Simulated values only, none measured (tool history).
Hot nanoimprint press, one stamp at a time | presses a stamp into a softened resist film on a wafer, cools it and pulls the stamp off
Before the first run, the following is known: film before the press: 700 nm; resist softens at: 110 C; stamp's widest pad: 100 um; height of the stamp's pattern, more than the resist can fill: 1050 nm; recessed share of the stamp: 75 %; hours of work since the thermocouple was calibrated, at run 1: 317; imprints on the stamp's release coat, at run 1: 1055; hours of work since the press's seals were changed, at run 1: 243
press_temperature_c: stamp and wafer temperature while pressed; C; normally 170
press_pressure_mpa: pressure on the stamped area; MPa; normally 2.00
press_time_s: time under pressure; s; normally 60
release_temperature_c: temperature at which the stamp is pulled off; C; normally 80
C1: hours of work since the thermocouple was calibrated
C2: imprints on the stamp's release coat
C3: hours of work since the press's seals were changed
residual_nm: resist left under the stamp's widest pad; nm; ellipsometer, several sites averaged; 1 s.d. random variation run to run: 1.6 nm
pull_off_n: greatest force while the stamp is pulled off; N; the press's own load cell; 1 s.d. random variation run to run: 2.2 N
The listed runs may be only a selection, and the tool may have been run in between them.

Run 1, hour 0.0: usual settings; C1 317; C2 1055; C3 243. Result: residual_nm 419.3 nm, pull_off_n 98 N.
Run 2, hour 7.1: usual settings; C1 321; C2 1085; C3 247. Result: residual_nm 421.3 nm, pull_off_n 98 N.
Run 3, hour 15.6: usual settings but release_temperature_c 82 C; C1 326; C2 1120; C3 252. Result: residual_nm 420.1 nm, pull_off_n 98 N.
Run 4, hour 29.1: usual settings but release_temperature_c 82 C; C1 334; C2 1177; C3 261. Result: residual_nm 420.5 nm, pull_off_n 95 N.
Run 5, hour 38.8: usual settings but press_temperature_c 177 C, release_temperature_c 82 C; C1 340; C2 1217; C3 266. Result: residual_nm 341.7 nm, pull_off_n 100 N.
Run 6, hour 45.0: usual settings but press_temperature_c 177 C, release_temperature_c 82 C; C1 344; C2 1243; C3 270. Result: residual_nm 340.1 nm, pull_off_n 97 N.
Run 7, hour 59.1: usual settings but press_temperature_c 172 C, release_temperature_c 82 C; C1 352; C2 1302; C3 278. Result: residual_nm 393.5 nm, pull_off_n 97 N.
Run 8, hour 65.4: usual settings; C1 356; C2 1328; C3 282. Result: residual_nm 415.6 nm, pull_off_n 96 N.
Run 9, hour 72.0: usual settings; C1 360; C2 1356; C3 286. Result: residual_nm 415.4 nm, pull_off_n 101 N.
Run 10, hour 83.0: usual settings; C1 367; C2 1402; C3 293. Result: residual_nm 416.4 nm, pull_off_n 101 N.
Run 11, hour 95.5: usual settings but press_temperature_c 164 C; C1 374; C2 1454; C3 300. Result: residual_nm 483.7 nm, pull_off_n 98 N.
Run 12, hour 102.1: usual settings but press_temperature_c 164 C, release_temperature_c 73 C; C1 378; C2 1481; C3 304. Result: residual_nm 486.5 nm, pull_off_n 109 N.
At hour 109.5: stamp cleaned and given a new release coat.
Run 13, hour 116.9: usual settings but press_temperature_c 164 C, press_time_s 73 s, release_temperature_c 73 C; C1 383; C2 31; C3 310. Result: residual_nm 461.6 nm, pull_off_n 105 N.
Run 14, hour 123.5: usual settings but press_temperature_c 164 C, press_time_s 73 s, release_temperature_c 73 C; C1 387; C2 59; C3 314. Result: residual_nm 462.4 nm, pull_off_n 109 N.
Run 15, hour 131.8: usual settings but release_temperature_c 81 C; C1 392; C2 93; C3 318. Result: residual_nm 416.5 nm, pull_off_n 97 N.
Run 16, hour 145.8: usual settings but release_temperature_c 81 C; C1 401; C2 152; C3 327. Result: residual_nm 414.2 nm, pull_off_n 98 N.
Run 17, hour 155.9: usual settings but press_temperature_c 163 C, press_pressure_mpa 3.19 MPa, press_time_s 78 s, release_temperature_c 84 C; C1 407; C2 194; C3 333. Result: residual_nm 386.1 nm, pull_off_n 95 N.
Run 18, hour 163.9: usual settings but press_temperature_c 163 C, press_pressure_mpa 3.19 MPa, press_time_s 78 s, release_temperature_c 84 C; C1 412; C2 227; C3 338. Result: residual_nm 383.2 nm, pull_off_n 93 N.
Run 19, hour 178.1: usual settings but press_pressure_mpa 1.56 MPa, press_time_s 65 s; C1 420; C2 286; C3 346. Result: residual_nm 446.8 nm, pull_off_n 96 N.
Run 20, hour 184.5: usual settings but press_temperature_c 171 C; C1 424; C2 313; C3 350. Result: residual_nm 401.8 nm, pull_off_n 98 N.
Run 21, hour 190.7: usual settings but press_pressure_mpa 2.81 MPa, press_time_s 31 s; C1 428; C2 339; C3 354. Result: residual_nm 433.1 nm, pull_off_n 98 N.
Run 22, hour 202.5: usual settings but press_pressure_mpa 2.81 MPa, press_time_s 31 s; C1 435; C2 388; C3 361. Result: residual_nm 430.1 nm, pull_off_n 101 N.
Run 23, hour 210.9: usual settings but press_temperature_c 164 C, press_pressure_mpa 2.46 MPa, press_time_s 109 s; C1 440; C2 423; C3 366. Result: residual_nm 374.8 nm, pull_off_n 96 N.
Run 24, hour 224.6: usual settings but press_pressure_mpa 2.03 MPa, release_temperature_c 74 C; C1 448; C2 480; C3 374. Result: residual_nm 405.0 nm, pull_off_n 106 N.
Run 25, hour 230.7: usual settings but press_temperature_c 165 C, press_pressure_mpa 2.27 MPa; C1 452; C2 506; C3 378. Result: residual_nm 451.5 nm, pull_off_n 103 N.
At hour 235.0: plate thermocouple calibrated.
Run 26, hour 240.9: usual settings but press_temperature_c 160 C, press_pressure_mpa 1.38 MPa, release_temperature_c 87 C; C1 4; C2 536; C3 382. Result: residual_nm 581.9 nm, pull_off_n 86 N.
Run 27, hour 253.2: usual settings but press_temperature_c 160 C, press_pressure_mpa 1.38 MPa, release_temperature_c 82 C; C1 11; C2 588; C3 389. Result: residual_nm 580.7 nm, pull_off_n 96 N.
Run 28, hour 259.9: usual settings but press_time_s 84 s, release_temperature_c 67 C; C1 15; C2 615; C3 393. Result: residual_nm 370.2 nm, pull_off_n 118 N.
Run 29, hour 274.6: usual settings but press_temperature_c 161 C, press_time_s 51 s; C1 24; C2 677; C3 402. Result: residual_nm 533.6 nm, pull_off_n 96 N.
Run 30, hour 283.8: usual settings but press_temperature_c 161 C, press_time_s 51 s; C1 29; C2 715; C3 408. Result: residual_nm 532.9 nm, pull_off_n 95 N.

How would selected steps in residual_nm from run to run divide? Give the signed amount a tool lacking its hidden state would still show from settings, what came in and random variation, and the signed amount left for the hidden state, including any gauge scatter that is not in both of the compared results.
The hidden state here: true temperature over the reading, C; pressure that arrives at the usual setting, %; grip of the stamp's worn release coat, % over a new coat's; drift of the gauge itself on residual_nm, %; drift of the gauge itself on pull_off_n, %.
Run 25 -> 26: press_temperature_c 165 -> 160, press_pressure_mpa 2.27 -> 1.38, release_temperature_c 80 -> 87, plate thermocouple calibrated. residual_nm +130.4 nm: hidden state -2.2, all else +132.6.
Run 27 -> 28: press_temperature_c 160 -> 170, press_pressure_mpa 1.38 -> 2.00, press_time_s 60 -> 84, release_temperature_c 82 -> 67. residual_nm -210.5 nm: hidden state +3.7, all else -214.2.
Run 28 -> 29: press_temperature_c 170 -> 161, press_time_s 84 -> 51, release_temperature_c 67 -> 80. residual_nm +163.4 nm: hidden state -3.7, all else +167.1.
